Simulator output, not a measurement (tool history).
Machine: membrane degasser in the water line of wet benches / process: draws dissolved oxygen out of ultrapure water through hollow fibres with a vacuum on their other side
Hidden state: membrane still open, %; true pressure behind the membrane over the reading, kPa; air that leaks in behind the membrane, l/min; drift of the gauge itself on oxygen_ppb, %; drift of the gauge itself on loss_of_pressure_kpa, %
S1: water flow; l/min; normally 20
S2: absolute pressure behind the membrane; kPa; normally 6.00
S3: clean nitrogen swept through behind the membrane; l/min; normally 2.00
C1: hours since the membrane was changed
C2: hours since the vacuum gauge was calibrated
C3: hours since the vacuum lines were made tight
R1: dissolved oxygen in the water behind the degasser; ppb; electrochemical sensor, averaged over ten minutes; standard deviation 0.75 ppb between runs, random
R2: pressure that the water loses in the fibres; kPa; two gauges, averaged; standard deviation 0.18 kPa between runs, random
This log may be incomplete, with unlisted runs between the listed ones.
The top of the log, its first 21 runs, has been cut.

run 22 day=40.388 | S1=14 S2=4.63 S3=5.06 | C1=1631 C2=2697 C3=5405 | R1=11.0 R2=21.50
run 23 day=42.783 | S1=17 S2=6.00 S3=2.93 | C1=1688 C2=2755 C3=5463 | R1=41.0 R2=26.23
run 24 day=45.129 | S1=27 S2=14.55 S3=3.13 | C1=1744 C2=2811 C3=5519 | R1=249.8 R2=42.03
run 25 day=47.525 | S1=14 S2=8.31 S3=1.02 | C1=1802 C2=2869 C3=5577 | R1=161.3 R2=21.52
run 26 day=49.838 | S1=26 S2=7.10 S3=0.88 | C1=1857 C2=2924 C3=5632 | R1=253.5 R2=40.81
run 27 day=51.550 | S1=29 S2=9.92 S3=2.05 | C1=1899 C2=2965 C3=5673 | R1=240.5 R2=44.77
run 28 day=53.617 | S1=20 S2=9.92 S3=3.11 | C1=1948 C2=3015 C3=5723 | R1=107.7 R2=30.91
run 29 day=55.992 | S1=20 S2=9.92 S3=3.11 | C1=2005 C2=3072 C3=5780 | R1=108.1 R2=31.00

What will run 30 give?
run 30 day=57.383 | S1=27 S2=14.87 S3=4.81 | C1=2039 C2=3105 C3=5813 | R1=? R2=?

{"run 30": {"R1": 176.5, "R2": 41.97}}
Without the tool's hidden state the same run would have given R1 176.3 ppb, R2 41.96 kPa.

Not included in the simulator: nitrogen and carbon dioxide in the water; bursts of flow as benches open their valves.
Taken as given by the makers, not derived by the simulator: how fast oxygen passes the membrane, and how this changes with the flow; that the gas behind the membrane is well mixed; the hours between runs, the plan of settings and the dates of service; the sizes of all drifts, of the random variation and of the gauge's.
